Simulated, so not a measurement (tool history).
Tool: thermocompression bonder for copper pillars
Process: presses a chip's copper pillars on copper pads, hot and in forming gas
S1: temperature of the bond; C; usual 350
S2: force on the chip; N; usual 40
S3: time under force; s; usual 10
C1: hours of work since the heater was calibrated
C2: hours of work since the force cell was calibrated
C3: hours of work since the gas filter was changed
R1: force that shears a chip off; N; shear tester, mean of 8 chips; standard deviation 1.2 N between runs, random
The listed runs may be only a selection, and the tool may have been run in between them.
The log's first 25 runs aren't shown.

run	hour	S1	S2	S3	C1	C2	C3	R1
26	1237.6	350	54	15	375	1333	59	139.9
27	1288.3	376	48	8	408	1366	93	131.8
28	1322.7	376	48	8	430	1389	115	131.7
29	1358.0	327	48	8	454	1412	138	105.7
30	1421.7	327	48	8	495	1454	180	104.2
31	1480.2	334	56	18	534	1492	218	129.9
32	1540.6	333	40	24	573	1532	258	118.9
33	1568.7	328	40	24	592	1550	276	114.9
34	1619.4	328	40	13	625	1583	310	100.9

Run 35 is up next; what results do you expect?
# hour 1627.2: forming gas filter changed
35	1673.7	328	40	13	660	1619	31	?

R1: 112.7 N
Were there no unlogged condition in the tool, this run, its random variation unchanged, would have produced R1 105.0 N.

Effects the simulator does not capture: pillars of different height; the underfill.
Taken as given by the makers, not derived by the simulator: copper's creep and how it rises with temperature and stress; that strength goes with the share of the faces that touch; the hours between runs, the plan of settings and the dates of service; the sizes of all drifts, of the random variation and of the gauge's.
